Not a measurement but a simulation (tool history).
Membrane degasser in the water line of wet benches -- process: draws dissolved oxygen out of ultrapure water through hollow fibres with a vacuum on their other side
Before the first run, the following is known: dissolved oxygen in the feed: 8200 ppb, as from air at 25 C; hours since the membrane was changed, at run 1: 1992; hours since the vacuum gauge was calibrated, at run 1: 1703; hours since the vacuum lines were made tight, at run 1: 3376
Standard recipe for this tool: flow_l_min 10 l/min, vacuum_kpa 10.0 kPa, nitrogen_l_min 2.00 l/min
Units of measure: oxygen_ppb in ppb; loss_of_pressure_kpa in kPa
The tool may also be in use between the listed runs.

run,day,flow_l_min,vacuum_kpa,nitrogen_l_min,hours since the membrane was changed,hours since the vacuum gauge was calibrated,hours since the vacuum lines were made tight,oxygen_ppb,loss_of_pressure_kpa
1,0.000,10,10.0,2.00,1992,1703,3376,89.1,66.10
2,1.329,10,10.0,2.00,2024,1735,3408,89.1,66.51
3,2.762,10,10.0,2.00,2058,1769,3443,91.0,66.87
4,4.546,10,10.0,2.00,2101,1812,3486,88.9,66.59
5,5.533,10,10.0,2.00,2125,1836,3509,88.9,66.26
6,6.954,10,10.0,3.24,2159,1870,3543,59.0,66.84
7,8.579,10,10.0,3.24,2198,1909,3582,58.5,66.51
8,9.879,10,10.0,3.24,2229,1940,3614,57.0,66.53
9,11.425,10,10.0,3.24,2266,1977,3651,57.9,66.66
10,12.438,10,10.0,3.24,2290,2002,3675,58.6,66.56
11,13.475,10,10.0,3.24,2315,2026,3700,58.3,66.74
12,14.450,10,10.0,3.24,2339,2050,3723,58.5,66.13
13,16.408,10,10.0,2.00,2386,2097,3770,88.9,66.24
14,17.504,10,10.0,2.00,2412,2123,3797,89.5,66.96
15,18.717,10,10.0,2.00,2441,2152,3826,90.6,67.08
16,19.800,10,6.7,2.00,2467,2178,3852,48.6,66.88
17,21.217,11,7.0,2.25,2501,2212,3886,53.1,73.53
18,23.308,11,7.0,1.17,2551,2262,3936,94.7,73.19
19,24.625,9,8.8,1.42,2583,2294,3968,91.5,60.16
20,25.975,9,22.4,5.43,2615,2326,4000,83.7,59.93
21,27.933,9,8.7,2.19,2662,2373,4047,60.6,60.07
22,30.042,10,12.6,2.57,2713,2424,4097,93.9,67.32
23,32.046,8,12.1,1.14,2761,2472,4146,153.5,53.63
24,33.371,12,11.7,4.61,2793,2504,4177,65.1,80.20
25,34.925,11,12.2,1.12,2830,2541,4215,216.5,73.35
26,35.983,11,12.2,1.12,2855,2567,4240,213.2,73.40
27,37.592,13,15.1,1.37,2894,2605,4279,275.7,86.71
28,38.621,12,20.5,3.92,2919,2630,4303,143.0,80.21
29,40.671,13,11.6,3.41,2968,2679,4353,92.6,87.21
30,41.592,7,11.0,1.02,2990,2701,4375,135.5,47.40
31,42.642,7,11.0,1.02,3015,2726,4400,134.8,46.98
32,43.729,12,10.0,2.54,3041,2753,4426,88.3,80.70

4 options for the next run, each taken on its own from the tool as it stands now. Forecast them:
A,45.500,9,9.7,4.14,3084,2795,4469,?,?
B,45.500,9,10.7,2.84,3084,2795,4469,?,?
C,45.500,16,10.0,2.00,3084,2795,4469,?,?
D,45.500,7,10.0,2.70,3084,2795,4469,?,?

run,oxygen_ppb,loss_of_pressure_kpa
A,40.9,60.48
B,65.2,60.30
C,149.1,107.13
D,47.0,46.83
Had the tool no hidden state, the same runs would have come out as:
run,oxygen_ppb,loss_of_pressure_kpa
A,38.8,58.72
B,62.3,58.54
C,142.6,104.02
D,44.7,45.47
